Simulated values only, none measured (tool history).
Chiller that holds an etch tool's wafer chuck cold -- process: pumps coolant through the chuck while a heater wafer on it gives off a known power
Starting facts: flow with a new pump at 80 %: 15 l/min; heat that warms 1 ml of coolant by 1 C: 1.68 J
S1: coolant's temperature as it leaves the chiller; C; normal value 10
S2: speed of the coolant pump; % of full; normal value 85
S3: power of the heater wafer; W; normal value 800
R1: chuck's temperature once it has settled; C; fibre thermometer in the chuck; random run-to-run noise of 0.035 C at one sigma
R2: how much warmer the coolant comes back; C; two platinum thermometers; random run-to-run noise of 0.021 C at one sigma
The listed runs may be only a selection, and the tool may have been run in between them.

Run 1, hour 0.0: usual settings. Result: R1 14.77 C, R2 1.90 C.
Run 2, hour 76.4: usual settings. Result: R1 14.73 C, R2 1.89 C.
Run 3, hour 126.5: usual settings. Result: R1 14.65 C, R2 1.91 C.
Run 4, hour 205.8: usual settings but S1 18 C. Result: R1 22.71 C, R2 1.91 C.
Run 5, hour 253.3: usual settings but S1 18 C. Result: R1 22.71 C, R2 1.90 C.
Run 6, hour 321.2: usual settings but S1 18 C. Result: R1 22.62 C, R2 1.95 C.
Run 7, hour 406.9: usual settings but S1 18 C, S3 1001 W. Result: R1 23.95 C, R2 2.40 C.
Run 8, hour 469.3: usual settings but S1 18 C, S3 1001 W. Result: R1 23.91 C, R2 2.40 C.
Run 9, hour 516.6: usual settings but S1 2 C. Result: R1 6.70 C, R2 1.92 C.
Run 10, hour 584.8: usual settings but S1 8 C. Result: R1 12.74 C, R2 1.95 C.
Run 11, hour 627.2: usual settings but S1 8 C. Result: R1 12.70 C, R2 1.93 C.
Run 12, hour 699.0: usual settings but S3 742 W. Result: R1 14.31 C, R2 1.81 C.
Run 13, hour 787.7: usual settings but S3 462 W. Result: R1 12.54 C, R2 1.13 C.

Below are 3 alternative next runs, each starting from the tool's condition after run 13. Predict each:
Run A, hour 831.0: usual settings but S2 72 % of full, S3 462 W. Result: R1 ?, R2 ?.
Run B, hour 831.0: usual settings but S1 20 C, S2 96 % of full, S3 959 W. Result: R1 ?, R2 ?.
Run C, hour 831.0: usual settings but S1 18 C, S3 462 W. Result: R1 ?, R2 ?.

run     R1    R2
  A  12.95  1.32
  B  25.12  2.03
  C  20.61  1.15
Stripped of hidden state, with their random variation kept, the same runs would have yielded:
run     R1    R2
  A  12.95  1.22
  B  24.92  1.88
  C  20.64  1.06
